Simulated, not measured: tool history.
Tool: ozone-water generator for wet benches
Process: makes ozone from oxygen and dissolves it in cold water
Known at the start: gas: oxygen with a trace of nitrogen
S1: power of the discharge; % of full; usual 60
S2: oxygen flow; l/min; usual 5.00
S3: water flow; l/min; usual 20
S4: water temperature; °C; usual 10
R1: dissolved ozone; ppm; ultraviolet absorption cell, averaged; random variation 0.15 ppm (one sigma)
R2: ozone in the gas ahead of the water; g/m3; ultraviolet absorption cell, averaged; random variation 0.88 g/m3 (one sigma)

Run 1, day 0.000: usual settings. Result: R1 17.5 ppm, R2 146.5 g/m3.
Run 2, day 0.908: usual settings. Result: R1 17.6 ppm, R2 145.0 g/m3.
Run 3, day 1.954: usual settings. Result: R1 17.9 ppm, R2 142.8 g/m3.
Run 4, day 3.842: usual settings. Result: R1 17.8 ppm, R2 146.1 g/m3.
Run 5, day 5.071: usual settings. Result: R1 18.0 ppm, R2 142.5 g/m3.
Run 6, day 6.979: usual settings. Result: R1 17.5 ppm, R2 143.9 g/m3.
Run 7, day 8.162: usual settings but S1 59 % of full. Result: R1 17.4 ppm, R2 143.0 g/m3.
Run 8, day 9.546: usual settings but S1 59 % of full. Result: R1 17.5 ppm, R2 142.3 g/m3.
Run 9, day 10.846: usual settings but S1 59 % of full. Result: R1 17.2 ppm, R2 143.5 g/m3.
Run 10, day 12.300: usual settings but S1 59 % of full. Result: R1 17.7 ppm, R2 143.0 g/m3.
Run 11, day 13.492: usual settings. Result: R1 17.4 ppm, R2 144.9 g/m3.
Run 12, day 15.350: usual settings. Result: R1 17.5 ppm, R2 143.8 g/m3.
Run 13, day 17.517: usual settings. Result: R1 17.6 ppm, R2 143.2 g/m3.
Run 14, day 18.712: usual settings but S3 19 l/min. Result: R1 18.4 ppm, R2 143.7 g/m3.
Run 15, day 19.967: usual settings. Result: R1 17.6 ppm, R2 144.6 g/m3.
Run 16, day 21.333: usual settings. Result: R1 17.7 ppm, R2 145.6 g/m3.
Run 17, day 22.371: usual settings but S1 54 % of full. Result: R1 16.4 ppm, R2 134.2 g/m3.
Run 18, day 24.004: usual settings but S1 52 % of full, S2 8.81 l/min. Result: R1 18.1 ppm, R2 108.0 g/m3.
Run 19, day 25.162: usual settings but S2 7.19 l/min, S4 15 °C. Result: R1 17.6 ppm, R2 127.5 g/m3.
Run 20, day 27.262: usual settings but S1 65 % of full, S2 5.98 l/min, S3 26 l/min, S4 15 °C. Result: R1 14.5 ppm, R2 141.7 g/m3.
Run 21, day 29.433: usual settings but S2 3.19 l/min. Result: R1 15.2 ppm, R2 168.7 g/m3.
Run 22, day 30.758: usual settings but S4 12 °C. Result: R1 16.7 ppm, R2 142.5 g/m3.
Run 23, day 32.492: usual settings but S4 12 °C. Result: R1 17.2 ppm, R2 144.9 g/m3.
Run 24, day 33.571: usual settings but S4 12 °C. Result: R1 17.1 ppm, R2 142.6 g/m3.
Run 25, day 35.433: usual settings but S4 12 °C. Result: R1 17.2 ppm, R2 143.7 g/m3.
Run 26, day 37.388: usual settings but S1 61 % of full, S2 5.82 l/min, S3 19 l/min, S4 7 °C. Result: R1 19.7 ppm, R2 137.1 g/m3.
Run 27, day 39.358: usual settings but S1 69 % of full, S2 5.36 l/min, S4 5 °C. Result: R1 20.5 ppm, R2 153.7 g/m3.
Run 28, day 40.988: usual settings but S1 69 % of full, S2 5.36 l/min, S4 5 °C. Result: R1 20.7 ppm, R2 152.9 g/m3.
Run 29, day 42.083: usual settings but S1 69 % of full, S2 5.36 l/min, S4 5 °C. Result: R1 20.8 ppm, R2 153.9 g/m3.
Run 30, day 42.971: usual settings but S1 69 % of full, S2 5.36 l/min, S4 5 °C. Result: R1 20.7 ppm, R2 155.2 g/m3.
Run 31, day 44.696: usual settings but S2 2.74 l/min, S3 23 l/min, S4 7 °C. Result: R1 13.0 ppm, R2 178.0 g/m3.
Run 32, day 45.792: usual settings but S2 2.74 l/min, S3 23 l/min, S4 6 °C. Result: R1 13.2 ppm, R2 181.3 g/m3.

Forecast each of these 4 alternatives for the next run:
Run A, day 47.367: usual settings but S1 71 % of full, S2 8.12 l/min, S3 23 l/min, S4 6 °C. Result: R1 ?, R2 ?.
Run B, day 47.367: usual settings but S2 5.20 l/min, S3 12 l/min, S4 12 °C. Result: R1 ?, R2 ?.
Run C, day 47.367: usual settings but S4 11 °C. Result: R1 ?, R2 ?.
Run D, day 47.367: usual settings but S2 2.54 l/min, S3 27 l/min, S4 11 °C. Result: R1 ?, R2 ?.

run    R1     R2
  A  20.4  134.5
  B  25.1  142.4
  C  17.2  143.6
  D  10.5  183.6
Without the tool's hidden state the same runs would have given:
run    R1     R2
  A  20.5  134.5
  B  25.2  142.4
  C  17.3  143.7
  D  10.5  183.7

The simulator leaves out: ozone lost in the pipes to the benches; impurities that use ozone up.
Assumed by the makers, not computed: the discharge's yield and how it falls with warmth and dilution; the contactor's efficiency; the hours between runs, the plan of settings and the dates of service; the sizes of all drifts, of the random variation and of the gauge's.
